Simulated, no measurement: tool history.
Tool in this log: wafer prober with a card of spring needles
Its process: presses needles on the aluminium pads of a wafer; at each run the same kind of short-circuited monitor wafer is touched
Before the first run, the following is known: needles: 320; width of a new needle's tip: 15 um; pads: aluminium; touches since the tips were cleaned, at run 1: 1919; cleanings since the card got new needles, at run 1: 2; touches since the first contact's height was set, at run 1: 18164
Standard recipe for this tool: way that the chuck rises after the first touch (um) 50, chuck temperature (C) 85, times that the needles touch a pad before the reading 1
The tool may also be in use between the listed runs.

run,day,way that the chuck rises after the first touch (um),chuck temperature (C),times that the needles touch a pad before the reading,touches since the tips were cleaned,cleanings since the card got new needles,touches since the first contact's height was set,resistance of one needle with its contact and lead (mohm),way that a needle slides on the pad (um)
1,0.000,50,85,1,1919,2,18164,282,9.69
2,0.388,50,85,1,6253,2,22498,300,9.69
# day 0.508: tips cleaned on abrasive film
3,0.821,50,85,1,3506,3,27339,293,9.63
4,1.158,50,85,1,7258,3,31091,308,9.66
# day 1.200: tips cleaned on abrasive film
5,1.417,50,85,1,2449,4,33962,292,9.64
6,1.712,50,85,1,5766,4,37279,298,9.64
# day 1.858: tips cleaned on abrasive film
7,2.067,50,85,3,2345,5,41224,276,9.60
# day 2.546: tips cleaned on abrasive film
8,2.592,50,85,3,484,6,47048,268,9.63
9,3.121,50,85,1,6452,6,53016,302,9.54
# day 3.217: tips cleaned on abrasive film
10,3.517,50,85,1,3342,7,57369,294,9.61
# day 3.900: tips cleaned on abrasive film
11,3.967,50,85,1,729,8,62374,274,9.56
12,4.317,50,85,1,4663,8,66308,299,9.59
# day 4.562: tips cleaned on abrasive film
13,4.642,54,85,2,900,9,69926,272,10.35
# day 4.688: height of the first contact set anew
# day 5.246: tips cleaned on abrasive film
14,5.246,54,85,2,0,10,6217,270,10.31
15,5.600,54,85,2,3982,10,10199,280,10.33
# day 5.929: tips cleaned on abrasive film
# day 6.125: height of the first contact set anew, once more
16,6.175,50,66,1,2598,11,525,289,9.76
# day 6.633: tips cleaned on abrasive film
17,6.671,50,31,1,420,12,6046,261,9.69
18,7.150,34,28,1,5786,12,11412,331,6.60
# day 7.308: tips cleaned on abrasive film
19,7.529,34,28,1,2462,13,15645,305,6.56
# day 8.000: tips cleaned on abrasive film
20,8.000,34,28,1,0,14,20870,265,6.59
21,8.317,62,86,2,3563,14,24433,279,12.01
# day 8.671: tips cleaned on abrasive film
22,8.671,31,36,1,0,15,28377,271,6.03
23,9.254,31,36,1,6528,15,34905,359,5.95

Forecast each of these 3 alternatives for the next run:
# day 9.342: tips cleaned on abrasive film
A,9.783,37,85,1,4943,16,40774,?,?
# day 9.342: tips cleaned on abrasive film
B,9.783,31,29,1,4943,16,40774,?,?
# day 9.342: tips cleaned on abrasive film
C,9.783,58,101,1,4943,16,40774,?,?

run,resistance of one needle with its contact and lead (mohm),way that a needle slides on the pad (um)
A,329,7.13
B,345,6.00
C,293,11.19
Had the tool no hidden state, the same runs would have come out as:
run,resistance of one needle with its contact and lead (mohm),way that a needle slides on the pad (um)
A,274,7.21
B,263,6.08
C,269,11.27
